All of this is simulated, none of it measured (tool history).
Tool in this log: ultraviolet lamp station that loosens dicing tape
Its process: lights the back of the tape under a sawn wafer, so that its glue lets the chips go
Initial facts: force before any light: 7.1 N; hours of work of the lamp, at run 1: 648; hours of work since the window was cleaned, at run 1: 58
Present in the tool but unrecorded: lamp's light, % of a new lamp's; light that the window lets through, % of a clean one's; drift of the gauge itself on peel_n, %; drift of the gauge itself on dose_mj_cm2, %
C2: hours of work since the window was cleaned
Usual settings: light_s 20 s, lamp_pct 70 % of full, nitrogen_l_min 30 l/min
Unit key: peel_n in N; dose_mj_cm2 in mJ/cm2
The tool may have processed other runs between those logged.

Run 1, hour 0: usual settings; hours of work of the lamp 648; C2 58. Result: peel_n 1.306 N, dose_mj_cm2 358 mJ/cm2.
Run 2, hour 23.8: usual settings; hours of work of the lamp 667; C2 77. Result: peel_n 1.359 N, dose_mj_cm2 356 mJ/cm2.
Run 3, hour 43.8: usual settings but light_s 25 s; hours of work of the lamp 682; C2 92. Result: peel_n 0.887 N, dose_mj_cm2 437 mJ/cm2.
Run 4, hour 59.2: usual settings but light_s 25 s; hours of work of the lamp 694; C2 104. Result: peel_n 0.947 N, dose_mj_cm2 430 mJ/cm2.
Run 5, hour 77.6: usual settings but light_s 25 s; hours of work of the lamp 709; C2 119. Result: peel_n 0.944 N, dose_mj_cm2 423 mJ/cm2.
Run 6, hour 89.9: usual settings but light_s 25 s; hours of work of the lamp 718; C2 128. Result: peel_n 0.94 N, dose_mj_cm2 422 mJ/cm2.
Run 7, hour 101.6: usual settings but light_s 25 s; hours of work of the lamp 727; C2 138. Result: peel_n 0.978 N, dose_mj_cm2 416 mJ/cm2.
Run 8, hour 118.1: usual settings but light_s 25 s; hours of work of the lamp 740; C2 151. Result: peel_n 1.011 N, dose_mj_cm2 417 mJ/cm2.
Run 9, hour 135.1: usual settings; hours of work of the lamp 754; C2 164. Result: peel_n 1.49 N, dose_mj_cm2 325 mJ/cm2.
Run 10, hour 153.8: usual settings but nitrogen_l_min 10 l/min; hours of work of the lamp 768; C2 178. Result: peel_n 2.231 N, dose_mj_cm2 321 mJ/cm2.
Run 11, hour 165.5: usual settings but nitrogen_l_min 10 l/min; hours of work of the lamp 777; C2 188. Result: peel_n 2.1 N, dose_mj_cm2 315 mJ/cm2.
Run 12, hour 179.5: usual settings; hours of work of the lamp 788; C2 198. Result: peel_n 1.55 N, dose_mj_cm2 317 mJ/cm2.
Run 13, hour 202.8: usual settings but lamp_pct 73 % of full; hours of work of the lamp 807; C2 217. Result: peel_n 1.523 N, dose_mj_cm2 322 mJ/cm2.
At hour 204.8: window cleaned of glue's vapour.
Run 14, hour 215.1: usual settings; hours of work of the lamp 816; C2 8. Result: peel_n 1.722 N, dose_mj_cm2 296 mJ/cm2.
Run 15, hour 238: usual settings; hours of work of the lamp 834; C2 26. Result: peel_n 1.711 N, dose_mj_cm2 296 mJ/cm2.
At hour 243.5: window cleaned of glue's vapour, once more.
Run 16, hour 253.6: usual settings but nitrogen_l_min 13 l/min; hours of work of the lamp 845; C2 8. Result: peel_n 2.122 N, dose_mj_cm2 315 mJ/cm2.
Run 17, hour 272.6: usual settings but nitrogen_l_min 13 l/min; hours of work of the lamp 860; C2 23. Result: peel_n 2.168 N, dose_mj_cm2 311 mJ/cm2.
Run 18, hour 289.3: usual settings but lamp_pct 66 % of full, nitrogen_l_min 13 l/min; hours of work of the lamp 873; C2 36. Result: peel_n 2.251 N, dose_mj_cm2 292 mJ/cm2.
Run 19, hour 300.3: usual settings but lamp_pct 66 % of full, nitrogen_l_min 13 l/min; hours of work of the lamp 882; C2 44. Result: peel_n 2.321 N, dose_mj_cm2 287 mJ/cm2.
Run 20, hour 321.2: usual settings but lamp_pct 88 % of full; hours of work of the lamp 898; C2 61. Result: peel_n 1.189 N, dose_mj_cm2 378 mJ/cm2.
Run 21, hour 333.7: usual settings but nitrogen_l_min 24 l/min; hours of work of the lamp 908; C2 70. Result: peel_n 1.763 N, dose_mj_cm2 298 mJ/cm2.
Run 22, hour 348.3: usual settings but light_s 31 s, lamp_pct 87 % of full, nitrogen_l_min 32 l/min; hours of work of the lamp 920; C2 82. Result: peel_n 0.492 N, dose_mj_cm2 558 mJ/cm2.
At hour 353.2: lamp changed.
Run 23, hour 361.3: usual settings but light_s 16 s, lamp_pct 65 % of full, nitrogen_l_min 12 l/min; hours of work of the lamp 6; C2 91. Result: peel_n 1.695 N, dose_mj_cm2 364 mJ/cm2.
Run 24, hour 381.3: usual settings but light_s 16 s, lamp_pct 65 % of full, nitrogen_l_min 12 l/min; hours of work of the lamp 22; C2 107. Result: peel_n 1.824 N, dose_mj_cm2 361 mJ/cm2.
Run 25, hour 391.5: usual settings but light_s 16 s, lamp_pct 65 % of full, nitrogen_l_min 12 l/min; hours of work of the lamp 30; C2 115. Result: peel_n 1.758 N, dose_mj_cm2 356 mJ/cm2.
Run 26, hour 405.4: usual settings but light_s 34 s, lamp_pct 84 % of full, nitrogen_l_min 46 l/min; hours of work of the lamp 41; C2 126. Result: peel_n 0.091 N, dose_mj_cm2 980 mJ/cm2.
Run 27, hour 423.8: usual settings but light_s 34 s, lamp_pct 84 % of full, nitrogen_l_min 17 l/min; hours of work of the lamp 55; C2 140. Result: peel_n 0.156 N, dose_mj_cm2 968 mJ/cm2.
Run 28, hour 442.4: usual settings but light_s 38 s, lamp_pct 75 % of full, nitrogen_l_min 21 l/min; hours of work of the lamp 70; C2 155. Result: peel_n 0.153 N, dose_mj_cm2 959 mJ/cm2.
Run 29, hour 462.6: usual settings but light_s 32 s, lamp_pct 86 % of full, nitrogen_l_min 20 l/min; hours of work of the lamp 86; C2 170. Result: peel_n 0.174 N, dose_mj_cm2 916 mJ/cm2.
Run 30, hour 476.8: usual settings but light_s 32 s, lamp_pct 86 % of full, nitrogen_l_min 20 l/min; hours of work of the lamp 97; C2 182. Result: peel_n 0.177 N, dose_mj_cm2 898 mJ/cm2.
Run 31, hour 488.6: usual settings but light_s 29 s, lamp_pct 86 % of full, nitrogen_l_min 20 l/min; hours of work of the lamp 106; C2 191. Result: peel_n 0.242 N, dose_mj_cm2 810 mJ/cm2.
Run 32, hour 512.3: usual settings but light_s 18 s, lamp_pct 64 % of full, nitrogen_l_min 13 l/min; hours of work of the lamp 124; C2 209. Result: peel_n 1.651 N, dose_mj_cm2 371 mJ/cm2.
Run 33, hour 532: usual settings but light_s 11 s, lamp_pct 86 % of full, nitrogen_l_min 33 l/min; hours of work of the lamp 140; C2 225. Result: peel_n 1.612 N, dose_mj_cm2 298 mJ/cm2.
At hour 551.4: window cleaned of glue's vapour.
Run 34, hour 555.5: usual settings but light_s 11 s, lamp_pct 86 % of full, nitrogen_l_min 33 l/min; hours of work of the lamp 158; C2 3. Result: peel_n 1.549 N, dose_mj_cm2 324 mJ/cm2.
Run 35, hour 567.1: usual settings but light_s 12 s, lamp_pct 75 % of full, nitrogen_l_min 10 l/min; hours of work of the lamp 167; C2 12. Result: peel_n 2.35 N, dose_mj_cm2 297 mJ/cm2.

5 options for the next run, each taken on its own from the tool as it stands now. Forecast them:
Run A, hour 591.1: usual settings but light_s 14 s, lamp_pct 61 % of full, nitrogen_l_min 18 l/min; hours of work of the lamp 186; C2 31. Result: peel_n ?, dose_mj_cm2 ?.
Run B, hour 591.1: usual settings but lamp_pct 65 % of full, nitrogen_l_min 13 l/min; hours of work of the lamp 186; C2 31. Result: peel_n ?, dose_mj_cm2 ?.
Run C, hour 591.1: usual settings but nitrogen_l_min 27 l/min; hours of work of the lamp 186; C2 31. Result: peel_n ?, dose_mj_cm2 ?.
Run D, hour 591.1: usual settings but light_s 12 s; hours of work of the lamp 186; C2 31. Result: peel_n ?, dose_mj_cm2 ?.
Run E, hour 591.1: usual settings but light_s 12 s, lamp_pct 75 % of full, nitrogen_l_min 9 l/min; hours of work of the lamp 186; C2 31. Result: peel_n ?, dose_mj_cm2 ?.

run  peel_n  dose_mj_cm2
  A   2.103          286
  B   1.327          430
  C   0.809          470
  D   1.914          276
  E   2.391          294
Without the tool's unlogged condition, the same runs would have read:
run  peel_n  dose_mj_cm2
  A   1.844          317
  B   1.108          477
  C   0.645          521
  D   1.658          306
  E   2.129          326

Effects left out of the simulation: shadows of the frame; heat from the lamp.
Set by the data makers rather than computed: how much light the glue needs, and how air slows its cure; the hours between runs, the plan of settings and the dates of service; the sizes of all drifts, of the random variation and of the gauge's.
